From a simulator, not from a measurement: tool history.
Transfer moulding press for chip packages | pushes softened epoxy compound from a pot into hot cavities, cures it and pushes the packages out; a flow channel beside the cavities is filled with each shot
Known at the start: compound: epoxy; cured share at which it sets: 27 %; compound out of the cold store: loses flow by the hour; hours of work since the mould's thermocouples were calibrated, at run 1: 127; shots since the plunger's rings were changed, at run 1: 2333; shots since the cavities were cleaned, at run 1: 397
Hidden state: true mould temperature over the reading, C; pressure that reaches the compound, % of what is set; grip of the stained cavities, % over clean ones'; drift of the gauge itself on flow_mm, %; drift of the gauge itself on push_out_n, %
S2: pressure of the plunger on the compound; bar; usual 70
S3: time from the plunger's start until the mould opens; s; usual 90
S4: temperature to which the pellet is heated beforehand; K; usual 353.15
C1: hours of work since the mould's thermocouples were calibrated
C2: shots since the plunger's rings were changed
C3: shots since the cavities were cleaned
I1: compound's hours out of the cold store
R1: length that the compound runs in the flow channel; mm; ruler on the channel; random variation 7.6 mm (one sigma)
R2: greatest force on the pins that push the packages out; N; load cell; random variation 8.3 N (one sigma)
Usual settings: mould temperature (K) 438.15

{"run": 1, "hour": 0.0, "mould temperature (K)": 438.15, "S2": 70, "S3": 90, "S4": 353.15, "C1": 127, "C2": 2333, "C3": 397, "I1": 15.1, "R1": 896, "R2": 649}
{"run": 2, "hour": 12.0, "mould temperature (K)": 438.15, "S2": 70, "S3": 90, "S4": 353.15, "C1": 133, "C2": 2458, "C3": 522, "I1": 36.5, "R1": 810, "R2": 676}
{"run": 3, "hour": 25.9, "mould temperature (K)": 438.15, "S2": 55.5, "S3": 90, "S4": 353.15, "C1": 139, "C2": 2602, "C3": 666, "I1": 30.7, "R1": 737, "R2": 694}
{"hour": 34.0, "done": "cavities cleaned with cleaning compound and waxed"}
{"run": 4, "hour": 37.9, "mould temperature (K)": 438.15, "S2": 55.5, "S3": 90, "S4": 353.15, "C1": 144, "C2": 2712, "C3": 41, "I1": 11, "R1": 792, "R2": 823}
{"run": 5, "hour": 55.8, "mould temperature (K)": 438.15, "S2": 55.5, "S3": 90, "S4": 353.15, "C1": 153, "C2": 2899, "C3": 228, "I1": 25, "R1": 743, "R2": 829}
{"run": 6, "hour": 67.4, "mould temperature (K)": 438.15, "S2": 55.5, "S3": 90, "S4": 353.15, "C1": 159, "C2": 3019, "C3": 348, "I1": 17.9, "R1": 757, "R2": 805}
{"run": 7, "hour": 84.7, "mould temperature (K)": 438.15, "S2": 81.9, "S3": 90, "S4": 353.15, "C1": 167, "C2": 3199, "C3": 528, "I1": 31.6, "R1": 882, "R2": 793}
{"run": 8, "hour": 96.0, "mould temperature (K)": 438.15, "S2": 70, "S3": 85, "S4": 353.15, "C1": 172, "C2": 3317, "C3": 646, "I1": 40.6, "R1": 783, "R2": 874}
{"hour": 106.8, "done": "cavities cleaned with cleaning compound and waxed"}
{"run": 9, "hour": 111.9, "mould temperature (K)": 438.15, "S2": 70, "S3": 90, "S4": 353.15, "C1": 179, "C2": 3467, "C3": 54, "I1": 25.6, "R1": 826, "R2": 439}
{"hour": 124.8, "done": "cavities cleaned with cleaning compound and waxed, once more"}
{"run": 10, "hour": 125.9, "mould temperature (K)": 438.15, "S2": 70, "S3": 90, "S4": 346.15, "C1": 185, "C2": 3596, "C3": 11, "I1": 35.3, "R1": 800, "R2": 399}
{"run": 11, "hour": 138.8, "mould temperature (K)": 438.15, "S2": 70, "S3": 90, "S4": 354.15, "C1": 191, "C2": 3730, "C3": 145, "I1": 43.6, "R1": 785, "R2": 492}
{"run": 12, "hour": 156.3, "mould temperature (K)": 438.15, "S2": 70, "S3": 90, "S4": 345.15, "C1": 200, "C2": 3912, "C3": 327, "I1": 22.5, "R1": 831, "R2": 604}
{"run": 13, "hour": 173.0, "mould temperature (K)": 438.15, "S2": 59.9, "S3": 90, "S4": 353.15, "C1": 208, "C2": 4086, "C3": 501, "I1": 27.7, "R1": 745, "R2": 682}
{"run": 14, "hour": 181.1, "mould temperature (K)": 438.15, "S2": 59.9, "S3": 90, "S4": 351.15, "C1": 212, "C2": 4170, "C3": 585, "I1": 24.1, "R1": 763, "R2": 685}
{"run": 15, "hour": 189.8, "mould temperature (K)": 438.15, "S2": 59.9, "S3": 90, "S4": 351.15, "C1": 216, "C2": 4261, "C3": 676, "I1": 25.9, "R1": 775, "R2": 686}
{"hour": 197.9, "done": "cavities cleaned with cleaning compound and waxed"}
{"run": 16, "hour": 205.3, "mould temperature (K)": 444.15, "S2": 66.6, "S3": 75, "S4": 355.15, "C1": 223, "C2": 4407, "C3": 77, "I1": 28.2, "R1": 783, "R2": 443}
{"hour": 209.0, "done": "plunger's sealing rings changed"}
{"run": 17, "hour": 221.0, "mould temperature (K)": 444.15, "S2": 66.6, "S3": 75, "S4": 355.15, "C1": 229, "C2": 126, "C3": 215, "I1": 37, "R1": 817, "R2": 518}
{"run": 18, "hour": 237.0, "mould temperature (K)": 444.15, "S2": 56.5, "S3": 75, "S4": 363.15, "C1": 237, "C2": 292, "C3": 381, "I1": 24.3, "R1": 777, "R2": 618}
{"run": 19, "hour": 251.6, "mould temperature (K)": 444.15, "S2": 53.2, "S3": 75, "S4": 363.15, "C1": 244, "C2": 444, "C3": 533, "I1": 39.3, "R1": 715, "R2": 628}
{"run": 20, "hour": 262.8, "mould temperature (K)": 434.15, "S2": 70, "S3": 113, "S4": 353.15, "C1": 249, "C2": 560, "C3": 649, "I1": 34.6, "R1": 877, "R2": 586}
{"hour": 272.9, "done": "cavities cleaned with cleaning compound and waxed"}
{"run": 21, "hour": 275.2, "mould temperature (K)": 434.15, "S2": 72.8, "S3": 78, "S4": 353.15, "C1": 254, "C2": 674, "C3": 24, "I1": 47.5, "R1": 841, "R2": 705}
{"run": 22, "hour": 283.4, "mould temperature (K)": 440.15, "S2": 72.8, "S3": 78, "S4": 348.15, "C1": 258, "C2": 759, "C3": 109, "I1": 36.6, "R1": 852, "R2": 581}
{"run": 23, "hour": 295.4, "mould temperature (K)": 445.15, "S2": 70.8, "S3": 92, "S4": 356.15, "C1": 264, "C2": 884, "C3": 234, "I1": 10.1, "R1": 906, "R2": 405}
{"run": 24, "hour": 302.9, "mould temperature (K)": 439.15, "S2": 61.8, "S3": 92, "S4": 357.15, "C1": 268, "C2": 962, "C3": 312, "I1": 34, "R1": 795, "R2": 510}
{"run": 25, "hour": 318.1, "mould temperature (K)": 439.15, "S2": 61.8, "S3": 92, "S4": 357.15, "C1": 275, "C2": 1121, "C3": 471, "I1": 22.5, "R1": 821, "R2": 603}
{"run": 26, "hour": 326.6, "mould temperature (K)": 441.15, "S2": 70, "S3": 90, "S4": 353.15, "C1": 279, "C2": 1209, "C3": 559, "I1": 12.1, "R1": 906, "R2": 581}
{"run": 27, "hour": 337.5, "mould temperature (K)": 441.15, "S2": 70, "S3": 90, "S4": 353.15, "C1": 284, "C2": 1322, "C3": 672, "I1": 41.5, "R1": 819, "R2": 606}
{"hour": 344.9, "done": "cavities cleaned with cleaning compound and waxed"}
{"run": 28, "hour": 349.6, "mould temperature (K)": 445.15, "S2": 70, "S3": 90, "S4": 353.15, "C1": 289, "C2": 1432, "C3": 48, "I1": 13.1, "R1": 884, "R2": 317}
{"run": 29, "hour": 364.3, "mould temperature (K)": 445.15, "S2": 70, "S3": 90, "S4": 353.15, "C1": 297, "C2": 1586, "C3": 202, "I1": 8.3, "R1": 903, "R2": 401}

Hidden state at the last listed run before each entry between runs and at the first one after, where it differs:
Between runs 3 and 4: cavities cleaned with cleaning compound and waxed (hour 34)
  true mould temperature over the reading, C: -0.4 -> -0.41; pressure that reaches the compound, % of what is set: 91.78 -> 91.47; grip of the stained cavities, % over clean ones': 87.1 -> 113.8
  measured less the result without the state, R1: -31 -> -35 mm; R2: +331 -> +450 N
Between runs 8 and 9: cavities cleaned with cleaning compound and waxed (hour 106.8)
  true mould temperature over the reading, C: -0.44 -> -0.45; pressure that reaches the compound, % of what is set: 89.6 -> 89.15; grip of the stained cavities, % over clean ones': 109.3 -> 13.3
  measured less the result without the state, R1: -44 -> -48 mm; R2: +470 -> +63 N
Between runs 9 and 10: cavities cleaned with cleaning compound and waxed, once more (hour 124.8)
  true mould temperature over the reading, C: -0.45 -> -0.46; pressure that reaches the compound, % of what is set: 89.15 -> 88.77; grip of the stained cavities, % over clean ones': 13.3 -> 3.6
  measured less the result without the state, R1: -48 -> -49 mm; R2: +63 -> +24 N
Between runs 15 and 16: cavities cleaned with cleaning compound and waxed (hour 197.9)
  true mould temperature over the reading, C: -0.5 -> -0.51; pressure that reaches the compound, % of what is set: 86.8 -> 86.33; grip of the stained cavities, % over clean ones': 84.3 -> 17
  measured less the result without the state, R1: -56 -> -58 mm; R2: +328 -> +77 N
Between runs 16 and 17: plunger's sealing rings changed (hour 209)
  pressure that reaches the compound, % of what is set: 86.33 -> 99.43; grip of the stained cavities, % over clean ones': 17 -> 40.4
  measured less the result without the state, R1: -58 -> -1 mm; R2: +77 -> +161 N
Between runs 20 and 21: cavities cleaned with cleaning compound and waxed (hour 272.9)
  true mould temperature over the reading, C: -0.54 -> -0.55; pressure that reaches the compound, % of what is set: 98.14 -> 97.82; grip of the stained cavities, % over clean ones': 82.4 -> 8.3
  measured less the result without the state, R1: -7 -> -9 mm; R2: +272 -> +77 N
Between runs 27 and 28: cavities cleaned with cleaning compound and waxed (hour 344.9)
  pressure that reaches the compound, % of what is set: 95.87 -> 95.56; grip of the stained cavities, % over clean ones': 84.7 -> 11.4
  measured less the result without the state, R1: -16 -> -19 mm; R2: +285 -> +36 N

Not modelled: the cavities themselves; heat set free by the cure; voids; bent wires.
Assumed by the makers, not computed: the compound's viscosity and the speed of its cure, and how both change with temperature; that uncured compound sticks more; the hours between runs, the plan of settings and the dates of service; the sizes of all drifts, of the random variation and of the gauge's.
